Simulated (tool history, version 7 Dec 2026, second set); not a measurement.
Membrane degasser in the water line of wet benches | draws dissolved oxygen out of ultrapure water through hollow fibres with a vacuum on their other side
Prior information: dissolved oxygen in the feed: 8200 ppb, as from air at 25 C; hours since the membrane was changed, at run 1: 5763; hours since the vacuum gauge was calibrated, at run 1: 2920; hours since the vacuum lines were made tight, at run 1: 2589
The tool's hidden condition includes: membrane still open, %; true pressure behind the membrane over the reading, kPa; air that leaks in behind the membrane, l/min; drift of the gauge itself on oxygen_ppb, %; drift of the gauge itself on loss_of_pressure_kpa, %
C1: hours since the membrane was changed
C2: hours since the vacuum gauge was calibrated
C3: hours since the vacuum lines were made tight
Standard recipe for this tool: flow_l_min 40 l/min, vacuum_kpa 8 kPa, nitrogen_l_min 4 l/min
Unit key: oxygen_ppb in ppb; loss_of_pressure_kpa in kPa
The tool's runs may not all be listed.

Run 1, hour 0: usual settings; C1 5763; C2 2920; C3 2589. Result: oxygen_ppb 213.4 ppb, loss_of_pressure_kpa 54.37 kPa.
Run 2, hour 173.9: usual settings but nitrogen_l_min 5.65 l/min; C1 5937; C2 3094; C3 2763. Result: oxygen_ppb 179.7 ppb, loss_of_pressure_kpa 53.62 kPa.
Run 3, hour 317.5: usual settings but nitrogen_l_min 5.65 l/min; C1 6081; C2 3237; C3 2907. Result: oxygen_ppb 179 ppb, loss_of_pressure_kpa 53.89 kPa.
Run 4, hour 527.3: usual settings but nitrogen_l_min 5.65 l/min; C1 6291; C2 3447; C3 3116. Result: oxygen_ppb 183.3 ppb, loss_of_pressure_kpa 53.9 kPa.
Run 5, hour 736.1: usual settings but nitrogen_l_min 5.65 l/min; C1 6499; C2 3656; C3 3325. Result: oxygen_ppb 181.8 ppb, loss_of_pressure_kpa 53.86 kPa.
Run 6, hour 940.1: usual settings but nitrogen_l_min 5.65 l/min; C1 6703; C2 3860; C3 3529. Result: oxygen_ppb 181.9 ppb, loss_of_pressure_kpa 53.5 kPa.
Run 7, hour 1228.4: usual settings but flow_l_min 28 l/min, vacuum_kpa 18.17 kPa; C1 6992; C2 4148; C3 3818. Result: oxygen_ppb 291.2 ppb, loss_of_pressure_kpa 37.51 kPa.
Run 8, hour 1384.2: usual settings but flow_l_min 28 l/min, vacuum_kpa 18.17 kPa; C1 7147; C2 4304; C3 3973. Result: oxygen_ppb 294.1 ppb, loss_of_pressure_kpa 37.5 kPa.
Run 9, hour 1551.6: usual settings but flow_l_min 28 l/min, vacuum_kpa 18.17 kPa; C1 7315; C2 4471; C3 4141. Result: oxygen_ppb 292.7 ppb, loss_of_pressure_kpa 37.47 kPa.
Run 10, hour 1734.4: usual settings but flow_l_min 37 l/min, vacuum_kpa 6.74 kPa, nitrogen_l_min 3.59 l/min; C1 7498; C2 4654; C3 4324. Result: oxygen_ppb 172.7 ppb, loss_of_pressure_kpa 49.06 kPa.

Below are 5 alternative next runs, each starting from the tool's condition after run 10. Predict each:
At hour 1839.5: vacuum gauge calibrated.
Run A, hour 1947.3: usual settings but vacuum_kpa 6.74 kPa, nitrogen_l_min 3.59 l/min; C1 7710; C2 108; C3 4536. Result: oxygen_ppb ?, loss_of_pressure_kpa ?.
At hour 1839.5: vacuum gauge calibrated.
Run B, hour 1947.3: usual settings but flow_l_min 30 l/min, vacuum_kpa 19.67 kPa, nitrogen_l_min 3.38 l/min; C1 7710; C2 108; C3 4536. Result: oxygen_ppb ?, loss_of_pressure_kpa ?.
At hour 1839.5: vacuum gauge calibrated.
Run C, hour 1947.3: usual settings but flow_l_min 38 l/min, vacuum_kpa 8.5 kPa, nitrogen_l_min 8.27 l/min; C1 7710; C2 108; C3 4536. Result: oxygen_ppb ?, loss_of_pressure_kpa ?.
At hour 1839.5: vacuum gauge calibrated.
Run D, hour 1947.3: usual settings but flow_l_min 30 l/min; C1 7710; C2 108; C3 4536. Result: oxygen_ppb ?, loss_of_pressure_kpa ?.
At hour 1839.5: vacuum gauge calibrated.
Run E, hour 1947.3: usual settings but vacuum_kpa 13.75 kPa, nitrogen_l_min 1.61 l/min; C1 7710; C2 108; C3 4536. Result: oxygen_ppb ?, loss_of_pressure_kpa ?.

run  oxygen_ppb  loss_of_pressure_kpa
  A         190                 52.84
  B       391.6                 39.47
  C       150.4                 50.24
  D       142.1                 39.53
  E       634.2                 53.09
Without the tool's hidden state the same runs would have given:
run  oxygen_ppb  loss_of_pressure_kpa
  A       189.6                 53.61
  B       391.3                 40.05
  C       150.1                 50.98
  D       141.9                 40.12
  E       633.8                 53.87
